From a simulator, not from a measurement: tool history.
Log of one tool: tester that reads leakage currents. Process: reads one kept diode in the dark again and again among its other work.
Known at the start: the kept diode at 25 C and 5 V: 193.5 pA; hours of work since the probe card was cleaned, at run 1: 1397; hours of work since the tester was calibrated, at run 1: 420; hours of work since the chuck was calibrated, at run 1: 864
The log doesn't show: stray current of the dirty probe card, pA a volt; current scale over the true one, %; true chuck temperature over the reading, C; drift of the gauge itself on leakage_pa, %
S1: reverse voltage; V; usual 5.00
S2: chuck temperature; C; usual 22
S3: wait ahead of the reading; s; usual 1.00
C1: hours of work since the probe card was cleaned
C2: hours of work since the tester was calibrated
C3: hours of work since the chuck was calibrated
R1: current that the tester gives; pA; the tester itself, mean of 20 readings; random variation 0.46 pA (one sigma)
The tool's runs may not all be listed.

run,hour,S1,S2,S3,C1,C2,C3,R1
1,0.0,5.00,22,1.00,1397,420,864,142.82
2,139.4,5.00,22,1.00,1475,497,941,141.43
3,334.5,5.00,22,1.00,1583,605,1049,140.66
4,492.2,5.00,22,1.00,1671,693,1137,139.70
5,614.4,8.61,22,1.00,1738,761,1205,184.19
6,719.1,8.61,22,1.00,1797,819,1263,182.98
7,881.1,5.00,22,1.00,1886,909,1353,137.12
8,1074.1,5.00,22,1.00,1994,1016,1460,136.27
9,1279.6,16.91,22,1.00,2108,1130,1574,254.04
10,1370.7,5.00,22,7.24,2158,1180,1624,133.89
11,1482.9,5.00,22,7.24,2220,1243,1687,133.14
12,1688.1,5.00,22,7.24,2334,1357,1800,132.02
13,1866.2,5.00,22,7.24,2433,1455,1899,131.73
# hour 1945.1: chuck's temperature calibrated
14,2085.2,5.00,22,7.24,2554,1576,78,155.79
15,2203.7,5.00,22,7.24,2619,1642,144,154.14
16,2382.1,9.34,22,1.00,2718,1741,243,212.85
17,2550.5,5.00,22,1.00,2812,1834,336,153.19
18,2652.0,5.00,26,1.00,2868,1890,392,209.86
19,2766.9,5.00,46,1.00,2932,1954,456,928.37
20,2967.5,5.94,46,1.00,3043,2066,567,1004.76
21,3193.0,3.20,46,1.00,3168,2191,693,726.13
22,3303.9,3.20,46,1.79,3230,2252,754,722.53
23,3396.8,3.20,32,1.79,3281,2304,806,257.96
24,3620.4,4.06,48,1.55,3406,2428,930,928.35
# hour 3692.5: probe card cleaned and baked
25,3841.0,4.06,48,1.55,82,2549,1050,923.16
26,4003.5,4.06,48,1.55,173,2639,1141,918.97
27,4201.6,1.99,46,3.67,283,2749,1251,551.61
28,4365.7,1.84,22,0.87,374,2840,1342,84.19
29,4528.8,5.00,38,1.21,464,2930,1432,490.35
30,4686.8,4.71,38,1.21,552,3018,1520,470.08
31,4867.7,8.89,21,1.00,652,3118,1620,170.65
32,5086.2,15.72,22,1.65,773,3240,1742,243.71
33,5300.3,5.00,34,2.92,892,3359,1860,350.19
34,5432.2,1.50,21,1.00,965,3432,1934,66.84
# hour 5460.4: chuck's temperature calibrated
35,5581.6,5.00,22,2.40,1047,3514,67,154.65
36,5701.3,1.92,55,2.29,1114,3580,134,1074.45
37,5869.3,1.92,55,2.29,1207,3673,227,1070.54
38,6067.9,14.51,22,1.00,1317,3783,337,262.04
39,6224.0,3.41,22,7.03,1404,3870,424,123.10

5 ways to go on from here, each from the tool as it stands after run 39. What would each give?
A,6448.3,3.41,38,7.03,1528,3994,548,?
B,6448.3,1.20,25,0.47,1528,3994,548,?
C,6448.3,14.71,44,0.37,1528,3994,548,?
D,6448.3,1.52,33,0.35,1528,3994,548,?
E,6448.3,1.51,40,5.77,1528,3994,548,?

run,R1
A,423.47
B,91.34
C,1383.22
D,193.60
E,325.03
Without the tool's hidden state the same runs would have given:
run,R1
A,433.84
B,93.85
C,1413.67
D,198.62
E,333.02
